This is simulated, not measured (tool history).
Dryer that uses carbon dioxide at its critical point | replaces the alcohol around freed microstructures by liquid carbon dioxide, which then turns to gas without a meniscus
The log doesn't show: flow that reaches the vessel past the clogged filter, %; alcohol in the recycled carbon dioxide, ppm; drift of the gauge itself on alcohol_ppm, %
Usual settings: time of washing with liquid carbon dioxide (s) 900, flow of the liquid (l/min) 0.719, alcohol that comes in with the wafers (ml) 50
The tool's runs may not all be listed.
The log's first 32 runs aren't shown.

| run | hour | time of washing with liquid carbon dioxide (s) | flow of the liquid (l/min) | alcohol that comes in with the wafers (ml) | hours of work since the filter was changed | hours of work since the purifier's bed was changed | alcohol left in the vessel before it's heated (ppm by volume) |
|---|---|---|---|---|---|---|---|
| 33 | 242.5 | 600 | 0.719 | 57 | 314 | 197 | 2448 |
| 34 | 252.7 | 1320 | 0.654 | 61 | 320 | 203 | 230 |
| 35 | 260.9 | 1320 | 0.654 | 61 | 325 | 208 | 238 |
| 36 | 266.2 | 1320 | 0.654 | 61 | 329 | 212 | 237 |
| 37 | 275 | 720 | 0.644 | 60 | 334 | 217 | 2103 |
| 38 | 280.5 | 1140 | 0.719 | 118 | 338 | 221 | 553 |
| 39 | 284.8 | 1140 | 0.719 | 118 | 340 | 224 | 565 |
| 40 | 294.9 | 1140 | 0.719 | 118 | 347 | 230 | 570 |
| 41 | 301.2 | 540 | 0.719 | 53 | 351 | 234 | 2898 |
| 42 | 309.2 | 600 | 1.011 | 50 | 356 | 239 | 813 |
| 43 | 315.2 | 840 | 0.719 | 32 | 360 | 243 | 543 |
| 44 | 321.3 | 1140 | 0.541 | 85 | 364 | 247 | 1301 |
| 45 | 326.7 | 840 | 1.092 | 52 | 367 | 250 | 159 |
| 46 | 336.1 | 900 | 1.092 | 29 | 373 | 256 | 76 |

4 ways to go on from here, each from the tool as it stands after run 46. What would each give?
|  | 340.1 | inlet filter changed |
| A | 345.6 | 660 | 0.601 | 50 | 4 | 261 | ? |
|  | 340.1 | inlet filter changed |
| B | 345.6 | 1260 | 1.018 | 93 | 4 | 261 | ? |
|  | 340.1 | inlet filter changed |
| C | 345.6 | 900 | 1.092 | 21 | 4 | 261 | ? |
|  | 340.1 | inlet filter changed |
| D | 345.6 | 1140 | 0.537 | 100 | 4 | 261 | ? |

| run | alcohol left in the vessel before it's heated (ppm by volume) |
|---|---|
| A | 2393 |
| B | 39 |
| C | 50 |
| D | 1250 |
Without the tool's hidden state the same runs would have given:
| run | alcohol left in the vessel before it's heated (ppm by volume) |
|---|---|
| A | 2348 |
| B | 20 |
| C | 31 |
| D | 1212 |
